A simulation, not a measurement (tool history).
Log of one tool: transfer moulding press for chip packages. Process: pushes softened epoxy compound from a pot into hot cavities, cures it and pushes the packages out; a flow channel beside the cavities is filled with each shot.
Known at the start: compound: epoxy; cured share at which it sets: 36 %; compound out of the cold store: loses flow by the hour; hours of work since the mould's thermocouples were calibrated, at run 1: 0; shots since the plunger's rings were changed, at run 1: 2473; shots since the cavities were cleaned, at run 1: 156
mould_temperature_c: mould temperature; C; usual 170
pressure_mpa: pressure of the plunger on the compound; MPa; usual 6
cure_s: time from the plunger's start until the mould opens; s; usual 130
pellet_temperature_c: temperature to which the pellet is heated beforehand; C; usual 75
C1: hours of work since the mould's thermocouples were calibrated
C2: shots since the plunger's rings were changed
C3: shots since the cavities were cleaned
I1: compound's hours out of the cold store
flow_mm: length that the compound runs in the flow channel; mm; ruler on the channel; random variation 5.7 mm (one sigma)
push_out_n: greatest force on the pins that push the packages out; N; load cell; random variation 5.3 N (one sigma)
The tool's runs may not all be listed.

Run 1, day 0: usual settings; C1 0; C2 2473; C3 156; I1 21.1. Result: flow_mm 624 mm, push_out_n 212 N.
Run 2, day 0.246: usual settings; C1 4; C2 2525; C3 208; I1 27.3. Result: flow_mm 611 mm, push_out_n 217 N.
Run 3, day 0.671: usual settings but cure_s 142 s; C1 10; C2 2615; C3 298; I1 25.8. Result: flow_mm 613 mm, push_out_n 209 N.
Run 4, day 1.079: usual settings but pellet_temperature_c 78 C; C1 17; C2 2701; C3 384; I1 17.8. Result: flow_mm 629 mm, push_out_n 234 N.
Run 5, day 1.388: usual settings; C1 22; C2 2766; C3 449; I1 45.1. Result: flow_mm 569 mm, push_out_n 236 N.
Run 6, day 1.6: usual settings; C1 25; C2 2810; C3 493; I1 29.9. Result: flow_mm 611 mm, push_out_n 260 N.
Run 7, day 1.775: usual settings but mould_temperature_c 175 C; C1 28; C2 2848; C3 531; I1 34.4. Result: flow_mm 588 mm, push_out_n 218 N.
At day 2.192: cavities cleaned with cleaning compound and waxed.
Run 8, day 2.225: usual settings but pressure_mpa 5.9 MPa; C1 34; C2 2930; C3 8; I1 36.3. Result: flow_mm 577 mm, push_out_n 179 N.
Run 9, day 2.625: usual settings but pressure_mpa 5.9 MPa; C1 40; C2 3014; C3 92; I1 46.5. Result: flow_mm 571 mm, push_out_n 197 N.
Run 10, day 2.862: usual settings but mould_temperature_c 168 C; C1 44; C2 3064; C3 142; I1 8.3. Result: flow_mm 661 mm, push_out_n 236 N.
Run 11, day 3.188: usual settings but mould_temperature_c 168 C; C1 49; C2 3132; C3 210; I1 31.8. Result: flow_mm 608 mm, push_out_n 234 N.
Run 12, day 3.538: usual settings but mould_temperature_c 172 C; C1 54; C2 3206; C3 284; I1 13.3. Result: flow_mm 628 mm, push_out_n 214 N.
Run 13, day 3.738: usual settings but pressure_mpa 6.69 MPa; C1 57; C2 3248; C3 326; I1 22. Result: flow_mm 656 mm, push_out_n 234 N.
Run 14, day 4.008: usual settings but pressure_mpa 6.69 MPa; C1 61; C2 3306; C3 384; I1 29.4. Result: flow_mm 638 mm, push_out_n 240 N.
Run 15, day 4.221: usual settings but mould_temperature_c 168 C, pressure_mpa 7.11 MPa, cure_s 149 s, pellet_temperature_c 82 C; C1 65; C2 3350; C3 428; I1 31.4. Result: flow_mm 655 mm, push_out_n 226 N.
At day 4.321: mould's thermocouples calibrated.
Run 16, day 4.5: usual settings but mould_temperature_c 168 C, pressure_mpa 7.11 MPa, cure_s 149 s, pellet_temperature_c 82 C; C1 3; C2 3391; C3 469; I1 8. Result: flow_mm 711 mm, push_out_n 236 N.
Run 17, day 4.721: usual settings but pellet_temperature_c 80 C; C1 6; C2 3438; C3 516; I1 37.4. Result: flow_mm 592 mm, push_out_n 252 N.
Run 18, day 5.104: usual settings but pellet_temperature_c 77 C; C1 12; C2 3519; C3 597; I1 24. Result: flow_mm 607 mm, push_out_n 257 N.
At day 5.229: cavities cleaned with cleaning compound and waxed.
At day 5.333: mould's thermocouples calibrated, once more.
Run 19, day 5.496: usual settings but mould_temperature_c 167 C, pressure_mpa 4.86 MPa, cure_s 124 s, pellet_temperature_c 77 C; C1 3; C2 3570; C3 39; I1 39.5. Result: flow_mm 524 mm, push_out_n 217 N.
Run 20, day 5.8: usual settings but cure_s 158 s; C1 7; C2 3635; C3 104; I1 28.4. Result: flow_mm 597 mm, push_out_n 177 N.
Run 21, day 6.067: usual settings but cure_s 158 s, pellet_temperature_c 72 C; C1 11; C2 3691; C3 160; I1 14.5. Result: flow_mm 641 mm, push_out_n 181 N.
Run 22, day 6.408: usual settings but cure_s 158 s, pellet_temperature_c 72 C; C1 17; C2 3762; C3 231; I1 45.5. Result: flow_mm 565 mm, push_out_n 191 N.
Run 23, day 6.779: usual settings but mould_temperature_c 165 C, pellet_temperature_c 70 C; C1 22; C2 3841; C3 310; I1 24.3. Result: flow_mm 625 mm, push_out_n 283 N.
Run 24, day 7.071: usual settings but mould_temperature_c 165 C, pressure_mpa 4.87 MPa; C1 27; C2 3902; C3 371; I1 10.7. Result: flow_mm 596 mm, push_out_n 305 N.
Run 25, day 7.342: usual settings but cure_s 132 s, pellet_temperature_c 79 C; C1 31; C2 3959; C3 428; I1 33.3. Result: flow_mm 599 mm, push_out_n 234 N.
Run 26, day 7.762: usual settings but cure_s 131 s, pellet_temperature_c 77 C; C1 38; C2 4048; C3 517; I1 20. Result: flow_mm 618 mm, push_out_n 234 N.
Run 27, day 7.946: usual settings but cure_s 131 s, pellet_temperature_c 77 C; C1 41; C2 4086; C3 555; I1 46.1. Result: flow_mm 572 mm, push_out_n 254 N.
At day 8.254: cavities cleaned with cleaning compound and waxed.
Run 28, day 8.371: usual settings but pellet_temperature_c 80 C; C1 46; C2 4163; C3 25; I1 31.4. Result: flow_mm 595 mm, push_out_n 175 N.

Some steps in flow_mm between neighbouring runs. How much of each would the tool show without its hidden state too (settings, what came in, random variation), and how much is left for the hidden state, with any gauge scatter that isn't in both results?
The hidden state here: true mould temperature over the reading, C; pressure that reaches the compound, % of what is set; grip of the stained cavities, % over clean ones'; drift of the gauge itself on flow_mm, %; drift of the gauge itself on push_out_n, %.
Run 9 -> 10: mould_temperature_c 170 -> 168, pressure_mpa 5.9 -> 6. flow_mm +90 mm: hidden state -4, all else +94.
Run 16 -> 17: mould_temperature_c 168 -> 170, pressure_mpa 7.11 -> 6, cure_s 149 -> 130, pellet_temperature_c 82 -> 80. flow_mm -119 mm: hidden state +3, all else -122.
Run 19 -> 20: mould_temperature_c 167 -> 170, pressure_mpa 4.86 -> 6, cure_s 124 -> 158, pellet_temperature_c 77 -> 75. flow_mm +73 mm: hidden state -4, all else +77.
